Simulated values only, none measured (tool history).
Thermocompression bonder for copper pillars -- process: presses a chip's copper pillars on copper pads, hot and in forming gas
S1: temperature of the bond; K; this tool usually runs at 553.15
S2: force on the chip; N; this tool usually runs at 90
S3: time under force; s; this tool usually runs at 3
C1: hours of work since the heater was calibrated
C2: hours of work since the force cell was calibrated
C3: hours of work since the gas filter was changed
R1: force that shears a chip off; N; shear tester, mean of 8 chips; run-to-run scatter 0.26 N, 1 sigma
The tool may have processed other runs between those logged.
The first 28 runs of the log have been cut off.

run 29 hour=188.1 | S1=553.15 S2=90 S3=3 | C1=858 C2=47 C3=178 | R1=67.6
run 30 hour=192.7 | S1=534.15 S2=55 S3=2 | C1=861 C2=50 C3=181 | R1=31.8
run 31 hour=197.2 | S1=534.15 S2=55 S3=8 | C1=864 C2=53 C3=184 | R1=52.5
run 32 hour=202.2 | S1=553.15 S2=91 S3=3 | C1=867 C2=56 C3=187 | R1=68.2
run 33 hour=210.7 | S1=553.15 S2=91 S3=3 | C1=873 C2=62 C3=193 | R1=68.0
run 34 hour=215.7 | S1=553.15 S2=91 S3=3 | C1=876 C2=65 C3=196 | R1=68.1
run 35 hour=224.3 | S1=574.15 S2=54 S3=4 | C1=882 C2=70 C3=202 | R1=58.9
run 36 hour=231.7 | S1=568.15 S2=100 S3=3 | C1=886 C2=75 C3=207 | R1=78.7
run 37 hour=237.8 | S1=577.15 S2=133 S3=2 | C1=890 C2=79 C3=211 | R1=85.5
run 38 hour=246.1 | S1=573.15 S2=83 S3=4 | C1=896 C2=85 C3=216 | R1=77.9
run 39 hour=253.7 | S1=528.15 S2=54 S3=3 | C1=901 C2=90 C3=221 | R1=33.8

Below are 4 alternative next runs, each starting from the tool's condition after run 39. Predict each:
run A hour=260.5 | S1=528.15 S2=58 S3=2 | C1=905 C2=94 C3=226 | R1=?
run B hour=260.5 | S1=528.15 S2=74 S3=2 | C1=905 C2=94 C3=226 | R1=?
run C hour=260.5 | S1=554.15 S2=90 S3=3 | C1=905 C2=94 C3=226 | R1=?
run D hour=260.5 | S1=553.15 S2=56 S3=3 | C1=905 C2=94 C3=226 | R1=?

run=A R1=30.8
run=B R1=39.8
run=C R1=67.7
run=D R1=46.1
Without the tool's hidden state the same runs would have given:
run=A R1=27.9
run=B R1=36.5
run=C R1=65.2
run=D R1=43.1

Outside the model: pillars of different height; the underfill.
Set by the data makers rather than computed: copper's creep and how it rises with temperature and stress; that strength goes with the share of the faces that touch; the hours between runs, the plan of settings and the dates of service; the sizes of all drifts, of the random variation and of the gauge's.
